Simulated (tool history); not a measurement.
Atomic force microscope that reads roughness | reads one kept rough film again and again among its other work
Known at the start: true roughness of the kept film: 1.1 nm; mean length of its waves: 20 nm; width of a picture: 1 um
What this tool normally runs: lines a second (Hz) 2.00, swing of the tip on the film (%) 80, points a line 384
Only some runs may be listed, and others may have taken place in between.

run   hour  lines a second (Hz)  swing of the tip on the film (%)  points a line  roughness of the kept film (nm (root mean square))
  1    0.0                 2.00                                80            384                                               0.910
  2   68.4                 2.00                                80            384                                               0.908
  3  139.7                 1.52                                80            384                                               0.926
  4  179.6                 1.52                                80            384                                               0.932
  5  221.0                 0.70                                80            384                                               0.948
  6  298.1                 2.00                                80            384                                               0.918
  7  348.8                 2.00                                80            384                                               0.906
  8  388.8                 1.17                                80            384                                               0.925
  9  460.2                 0.82                                84            257                                               0.928
 10  513.7                 0.82                                84            257                                               0.924
 11  547.4                 1.50                                82            773                                               0.935
 12  606.2                 1.50                                82            773                                               0.937
 13  656.0                 2.00                                80            657                                               0.920
 14  715.8                 0.66                                62            478                                               0.959

Missing from the log above: 4 entries noted between runs. For each, name the pair of listed runs it sits between and say how the tool's hidden condition differs from the listed run just before to the listed run just after:
Run 2 -> run 3: new tip fitted (hour 113.3)
  radius of the tip, nm: 10.4 -> 10.1
Run 5 -> run 6: new tip fitted (hour 264.9)
  radius of the tip, nm: 10.4 -> 10.1
Run 8 -> run 9: new tip fitted (hour 416.4)
  radius of the tip, nm: 10.4 -> 10.1
Run 11 -> run 12: new tip fitted (hour 570.9)
  radius of the tip, nm: 10.4 -> 10.1
